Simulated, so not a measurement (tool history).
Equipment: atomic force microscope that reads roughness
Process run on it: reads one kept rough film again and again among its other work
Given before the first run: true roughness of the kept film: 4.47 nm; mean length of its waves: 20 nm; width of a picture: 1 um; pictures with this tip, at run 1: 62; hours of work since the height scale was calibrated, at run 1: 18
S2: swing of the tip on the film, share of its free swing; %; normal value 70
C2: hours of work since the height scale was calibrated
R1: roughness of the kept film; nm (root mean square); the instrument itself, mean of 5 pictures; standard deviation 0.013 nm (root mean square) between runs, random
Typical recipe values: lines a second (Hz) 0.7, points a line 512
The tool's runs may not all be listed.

run 1 day=0 | lines_a_second_(Hz)=0.7 S2=70 points_a_line=512 | pictures_with_this_tip=62 C2=18 | R1=2.73
run 2 day=1.233 | lines_a_second_(Hz)=0.7 S2=70 points_a_line=339 | pictures_with_this_tip=124 C2=35 | R1=2.512
run 3 day=2.146 | lines_a_second_(Hz)=0.7 S2=70 points_a_line=396 | pictures_with_this_tip=170 C2=49 | R1=2.414
run 4 day=2.767 | lines_a_second_(Hz)=0.7 S2=70 points_a_line=396 | pictures_with_this_tip=201 C2=58 | R1=2.354
run 5 day=3.383 | lines_a_second_(Hz)=0.7 S2=70 points_a_line=512 | pictures_with_this_tip=232 C2=66 | R1=2.281
run 6 day=3.979 | lines_a_second_(Hz)=1.478 S2=70 points_a_line=512 | pictures_with_this_tip=262 C2=75 | R1=2.141
-- day=4.633 new tip fitted
run 7 day=4.633 | lines_a_second_(Hz)=0.7 S2=70 points_a_line=512 | pictures_with_this_tip=0 C2=84 | R1=2.986
run 8 day=5.154 | lines_a_second_(Hz)=0.7 S2=71 points_a_line=512 | pictures_with_this_tip=26 C2=92 | R1=2.865
run 9 day=6.254 | lines_a_second_(Hz)=0.7 S2=61 points_a_line=512 | pictures_with_this_tip=82 C2=108 | R1=2.698
run 10 day=6.812 | lines_a_second_(Hz)=0.994 S2=70 points_a_line=512 | pictures_with_this_tip=110 C2=116 | R1=2.569
run 11 day=7.662 | lines_a_second_(Hz)=0.994 S2=70 points_a_line=512 | pictures_with_this_tip=153 C2=128 | R1=2.447
run 12 day=8.567 | lines_a_second_(Hz)=0.994 S2=70 points_a_line=512 | pictures_with_this_tip=198 C2=141 | R1=2.337
run 13 day=9.262 | lines_a_second_(Hz)=0.7 S2=70 points_a_line=358 | pictures_with_this_tip=233 C2=151 | R1=2.274
run 14 day=10.217 | lines_a_second_(Hz)=0.7 S2=70 points_a_line=358 | pictures_with_this_tip=281 C2=165 | R1=2.156
-- day=10.488 new tip fitted
run 15 day=11.146 | lines_a_second_(Hz)=0.7 S2=70 points_a_line=512 | pictures_with_this_tip=33 C2=178 | R1=2.85
run 16 day=12.3 | lines_a_second_(Hz)=0.7 S2=70 points_a_line=512 | pictures_with_this_tip=91 C2=194 | R1=2.658
run 17 day=13.025 | lines_a_second_(Hz)=3.798 S2=70 points_a_line=512 | pictures_with_this_tip=128 C2=205 | R1=2.246
run 18 day=13.633 | lines_a_second_(Hz)=3.798 S2=70 points_a_line=512 | pictures_with_this_tip=158 C2=214 | R1=2.163
run 19 day=14.717 | lines_a_second_(Hz)=0.7 S2=70 points_a_line=512 | pictures_with_this_tip=213 C2=229 | R1=2.349
run 20 day=15.396 | lines_a_second_(Hz)=0.7 S2=75 points_a_line=512 | pictures_with_this_tip=247 C2=239 | R1=2.25
-- day=16.346 new tip fitted
run 21 day=16.462 | lines_a_second_(Hz)=0.7 S2=75 points_a_line=360 | pictures_with_this_tip=6 C2=254 | R1=2.885
run 22 day=17.446 | lines_a_second_(Hz)=0.7 S2=75 points_a_line=360 | pictures_with_this_tip=55 C2=268 | R1=2.76
run 23 day=18.338 | lines_a_second_(Hz)=0.7 S2=75 points_a_line=360 | pictures_with_this_tip=100 C2=281 | R1=2.604
run 24 day=19.029 | lines_a_second_(Hz)=0.618 S2=70 points_a_line=512 | pictures_with_this_tip=135 C2=291 | R1=2.567
run 25 day=19.875 | lines_a_second_(Hz)=0.618 S2=89 points_a_line=512 | pictures_with_this_tip=177 C2=303 | R1=2.334
run 26 day=20.546 | lines_a_second_(Hz)=0.618 S2=89 points_a_line=512 | pictures_with_this_tip=211 C2=313 | R1=2.248
run 27 day=21.254 | lines_a_second_(Hz)=0.618 S2=89 points_a_line=477 | pictures_with_this_tip=247 C2=323 | R1=2.205
-- day=22.238 new tip fitted
run 28 day=22.5 | lines_a_second_(Hz)=3.031 S2=63 points_a_line=360 | pictures_with_this_tip=13 C2=341 | R1=2.732
run 29 day=23.492 | lines_a_second_(Hz)=2.628 S2=86 points_a_line=360 | pictures_with_this_tip=63 C2=355 | R1=2.199
run 30 day=24.208 | lines_a_second_(Hz)=0.648 S2=79 points_a_line=512 | pictures_with_this_tip=100 C2=365 | R1=2.603
run 31 day=24.871 | lines_a_second_(Hz)=0.648 S2=79 points_a_line=512 | pictures_with_this_tip=133 C2=375 | R1=2.507
run 32 day=25.438 | lines_a_second_(Hz)=1.356 S2=82 points_a_line=261 | pictures_with_this_tip=161 C2=383 | R1=2.204
run 33 day=26.3 | lines_a_second_(Hz)=1.356 S2=82 points_a_line=261 | pictures_with_this_tip=205 C2=395 | R1=2.13
run 34 day=27.279 | lines_a_second_(Hz)=1.356 S2=56 points_a_line=261 | pictures_with_this_tip=254 C2=410 | R1=2.196
-- day=28.1 new tip fitted
run 35 day=28.346 | lines_a_second_(Hz)=0.562 S2=77 points_a_line=756 | pictures_with_this_tip=13 C2=425 | R1=2.891
run 36 day=29.483 | lines_a_second_(Hz)=0.508 S2=57 points_a_line=986 | pictures_with_this_tip=70 C2=441 | R1=2.738
run 37 day=30.521 | lines_a_second_(Hz)=0.509 S2=77 points_a_line=512 | pictures_with_this_tip=122 C2=456 | R1=2.533
run 38 day=31.075 | lines_a_second_(Hz)=2.742 S2=58 points_a_line=751 | pictures_with_this_tip=150 C2=464 | R1=2.372
run 39 day=32 | lines_a_second_(Hz)=1.469 S2=77 points_a_line=890 | pictures_with_this_tip=197 C2=477 | R1=2.189
run 40 day=32.525 | lines_a_second_(Hz)=0.966 S2=70 points_a_line=361 | pictures_with_this_tip=223 C2=485 | R1=2.204
run 41 day=33.542 | lines_a_second_(Hz)=0.7 S2=76 points_a_line=557 | pictures_with_this_tip=274 C2=499 | R1=2.127
-- day=33.975 new tip fitted
run 42 day=34.429 | lines_a_second_(Hz)=0.7 S2=70 points_a_line=266 | pictures_with_this_tip=23 C2=512 | R1=2.81
run 43 day=35.529 | lines_a_second_(Hz)=2.842 S2=70 points_a_line=602 | pictures_with_this_tip=78 C2=528 | R1=2.475
run 44 day=36.117 | lines_a_second_(Hz)=3.056 S2=56 points_a_line=591 | pictures_with_this_tip=108 C2=536 | R1=2.594
run 45 day=36.625 | lines_a_second_(Hz)=1.303 S2=66 points_a_line=512 | pictures_with_this_tip=134 C2=544 | R1=2.525
run 46 day=37.671 | lines_a_second_(Hz)=0.7 S2=56 points_a_line=360 | pictures_with_this_tip=186 C2=559 | R1=2.451
run 47 day=38.342 | lines_a_second_(Hz)=0.989 S2=87 points_a_line=493 | pictures_with_this_tip=220 C2=568 | R1=2.158
run 48 day=39.446 | lines_a_second_(Hz)=1.692 S2=60 points_a_line=385 | pictures_with_this_tip=276 C2=584 | R1=2.181
-- day=39.854 new tip fitted
run 49 day=40.183 | lines_a_second_(Hz)=0.7 S2=69 points_a_line=512 | pictures_with_this_tip=17 C2=595 | R1=2.904
run 50 day=40.971 | lines_a_second_(Hz)=0.7 S2=60 points_a_line=1004 | pictures_with_this_tip=56 C2=606 | R1=2.828
run 51 day=41.862 | lines_a_second_(Hz)=0.896 S2=77 points_a_line=330 | pictures_with_this_tip=101 C2=619 | R1=2.536
run 52 day=42.604 | lines_a_second_(Hz)=0.896 S2=77 points_a_line=330 | pictures_with_this_tip=139 C2=629 | R1=2.421
run 53 day=43.521 | lines_a_second_(Hz)=0.896 S2=77 points_a_line=330 | pictures_with_this_tip=185 C2=643 | R1=2.317
run 54 day=44.638 | lines_a_second_(Hz)=1.197 S2=70 points_a_line=344 | pictures_with_this_tip=241 C2=659 | R1=2.198

Difference, measured minus no-hidden-state, one row per run. Run-to-run variation is common to both terms; the gauge's own scatter need not be:
Hidden conditions of the tool in this case: radius of the tip, nm; height scale over the true one, %; drift of the gauge itself on roughness_nm, %.
run=1 R1=-0.237
run=2 R1=-0.402
run=3 R1=-0.53
run=4 R1=-0.597
run=5 R1=-0.664
run=6 R1=-0.713
run=7 R1=+0
run=8 R1=-0.101
run=9 R1=-0.283
run=10 R1=-0.361
run=11 R1=-0.484
run=12 R1=-0.59
run=13 R1=-0.678
run=14 R1=-0.775
run=15 R1=-0.118
run=16 R1=-0.3
run=17 R1=-0.354
run=18 R1=-0.428
run=19 R1=-0.629
run=20 R1=-0.696
run=21 R1=-0.024
run=22 R1=-0.173
run=23 R1=-0.305
run=24 R1=-0.41
run=25 R1=-0.496
run=26 R1=-0.574
run=27 R1=-0.651
run=28 R1=-0.04
run=29 R1=-0.158
run=30 R1=-0.317
run=31 R1=-0.418
run=32 R1=-0.448
run=33 R1=-0.547
run=34 R1=-0.705
run=35 R1=-0.108
run=36 R1=-0.317
run=37 R1=-0.458
run=38 R1=-0.515
run=39 R1=-0.618
run=40 R1=-0.696
run=41 R1=-0.803
run=42 R1=-0.071
run=43 R1=-0.229
run=44 R1=-0.329
run=45 R1=-0.398
run=46 R1=-0.55
run=47 R1=-0.587
run=48 R1=-0.753
run=49 R1=-0.068
run=50 R1=-0.202
run=51 R1=-0.332
run=52 R1=-0.439
run=53 R1=-0.548
run=54 R1=-0.674
